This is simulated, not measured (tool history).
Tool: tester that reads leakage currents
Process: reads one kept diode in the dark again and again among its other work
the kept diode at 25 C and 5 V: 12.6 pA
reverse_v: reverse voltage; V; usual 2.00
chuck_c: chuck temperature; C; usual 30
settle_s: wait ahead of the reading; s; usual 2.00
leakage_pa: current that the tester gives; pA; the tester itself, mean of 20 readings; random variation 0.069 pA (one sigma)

run,hour,reverse_v,chuck_c,settle_s,leakage_pa
1,0.0,2.00,30,2.00,15.79
# hour 11.8: chuck's temperature calibrated
2,82.5,2.00,30,2.00,15.77
3,209.7,2.00,42,2.00,45.67
4,305.4,2.00,42,2.00,45.68
5,432.1,2.00,28,2.00,13.19
6,580.0,2.00,30,0.46,16.99
7,687.4,2.00,30,0.46,17.11
# hour 723.0: probe card cleaned and baked
8,765.3,2.00,30,0.46,17.05
9,855.1,2.00,30,2.00,15.82
10,961.2,16.55,30,2.00,32.57
11,1087.4,16.55,30,2.00,32.61
12,1158.1,16.55,30,2.49,31.92
13,1269.7,16.55,30,2.49,31.83
14,1381.0,16.55,23,2.49,17.62
15,1509.8,16.55,23,2.49,17.65
16,1577.7,3.10,30,2.00,18.25
# hour 1629.9: chuck's temperature calibrated
17,1661.9,2.00,22,2.00,7.51
18,1768.4,2.00,30,2.68,15.74
19,1893.6,2.00,30,2.68,15.67
20,1978.1,2.00,30,2.68,15.61
21,2073.2,2.00,58,3.22,169.55
22,2145.9,2.81,58,1.66,187.78
23,2281.0,2.81,58,1.66,187.84
24,2385.5,3.67,59,0.73,221.41
25,2466.3,8.05,38,0.31,58.15
26,2539.0,4.17,39,0.70,45.92
27,2664.0,4.17,39,0.70,45.69
28,2768.9,4.17,39,0.70,45.93
29,2924.3,1.12,40,0.70,32.55
30,3007.0,9.33,41,3.69,67.55
31,3154.0,9.33,41,3.69,67.16
# hour 3245.0: chuck's temperature calibrated
32,3283.2,9.33,41,3.69,67.69
33,3419.9,1.08,41,0.54,35.46
34,3501.8,2.00,34,0.99,22.96
35,3616.0,11.40,21,1.44,14.07
36,3713.0,10.42,37,0.93,52.22
37,3792.2,10.42,37,0.93,52.38
38,3899.3,1.76,22,0.49,8.20
39,4044.8,2.00,57,0.93,156.59
40,4113.9,2.00,30,3.17,15.70

Forecast each of these 4 alternatives for the next run:
A,4181.2,2.00,21,1.17,?
B,4181.2,2.00,40,3.17,?
C,4181.2,1.07,38,7.86,?
D,4181.2,1.10,30,3.17,?

run,leakage_pa
A,7.13
B,38.43
C,26.46
D,13.02
Without the tool's hidden state the same runs would have given:
run,leakage_pa
A,7.13
B,38.43
C,26.46
D,13.02
